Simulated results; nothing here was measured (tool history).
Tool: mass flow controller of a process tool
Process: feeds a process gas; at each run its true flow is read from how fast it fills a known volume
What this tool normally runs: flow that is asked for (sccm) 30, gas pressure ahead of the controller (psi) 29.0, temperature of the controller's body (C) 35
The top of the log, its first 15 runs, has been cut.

run	hour	flow that is asked for (sccm)	gas pressure ahead of the controller (psi)	temperature of the controller's body (C)	true flow (%)
16	3548.1	92	29.0	35	99.35
17	3852.1	92	29.0	35	99.58
18	4014.5	92	29.0	35	99.35
# hour 4029.6: controller's zero set anew
19	4249.1	92	29.0	35	99.47
20	4429.0	92	29.0	35	99.56
21	4730.1	15	26.0	35	100.78
# hour 4851.3: controller's zero set anew, once more
22	4927.3	18	37.3	36	98.11
23	5112.1	18	37.3	36	98.12
24	5355.9	18	37.3	36	98.08
25	5661.8	17	38.0	33	98.38
26	5887.1	17	38.0	33	98.51
27	6173.8	17	38.0	33	98.72
28	6425.1	10	22.9	33	99.26
29	6742.4	10	22.9	33	99.30
30	6937.5	22	28.3	33	98.84
31	7092.1	22	40.2	34	98.60
32	7341.8	16	27.0	25	99.68
33	7493.6	25	37.4	27	99.11
34	7695.3	57	35.5	24	99.36
35	7871.8	69	39.5	24	99.55
36	8089.4	22	39.0	30	99.02
37	8340.7	22	39.0	30	98.99
38	8514.4	22	39.0	30	99.12

Below are 4 alternative next runs, each starting from the tool's condition after run 38. Predict each:
A	8794.5	30	39.7	35	?
B	8794.5	49	33.6	37	?
C	8794.5	29	39.0	33	?
D	8794.5	19	26.1	30	?

run	true flow (%)
A	98.65
B	98.65
C	98.94
D	99.55
Stripped of hidden state, with their random variation kept, the same runs would have yielded:
run	true flow (%)
A	98.28
B	98.53
C	98.55
D	98.81
